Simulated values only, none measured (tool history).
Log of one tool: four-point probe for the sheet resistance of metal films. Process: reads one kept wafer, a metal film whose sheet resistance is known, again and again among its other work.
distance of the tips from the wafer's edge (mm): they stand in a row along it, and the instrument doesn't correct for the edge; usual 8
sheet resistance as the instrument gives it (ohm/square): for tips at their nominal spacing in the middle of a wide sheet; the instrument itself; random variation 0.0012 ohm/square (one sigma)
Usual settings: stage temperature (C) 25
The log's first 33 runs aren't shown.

run    hour  stage temperature (C)  distance of the tips from the wafer's edge (mm)  touches since the probe head was changed  hours of work since the stage's thermometer was calibrated  sheet resistance as the instrument gives it (ohm/square)
 34  1773.4                     22                                                4                                     68908                                                         241                                                   6.19254
 35  1820.4                     29                                                4                                     70535                                                         265                                                  6.193217
 36  1875.3                     20                                               15                                     72438                                                         293                                                  5.916054
 37  1916.4                     20                                               15                                     73860                                                         314                                                  5.915074
 38  1969.6                     20                                               15                                     75704                                                         341                                                  5.913607
 39  2020.7                     31                                                9                                     77472                                                         367                                                  5.961413
 40  2066.7                     23                                                9                                     79067                                                         390                                                  5.957905
 41  2138.5                     23                                                9                                     81553                                                         426                                                  5.958728

4 ways to go on from here, each from the tool as it stands after run 41. What would each give?
  A  2188.7                     34                                               17                                     83291                                                         452                                                         ?
  B  2188.7                     34                                                5                                     83291                                                         452                                                         ?
  C  2188.7                     27                                               42                                     83291                                                         452                                                         ?
  D  2188.7                     28                                               26                                     83291                                                         452                                                         ?

run  sheet resistance as the instrument gives it (ohm/square)
  A                                                  5.920179
  B                                                  6.100933
  C                                                  5.902449
  D                                                  5.908551
Without the tool's hidden state the same runs would have given:
run  sheet resistance as the instrument gives it (ohm/square)
  A                                                  5.898211
  B                                                  6.078347
  C                                                  5.880524
  D                                                  5.886607
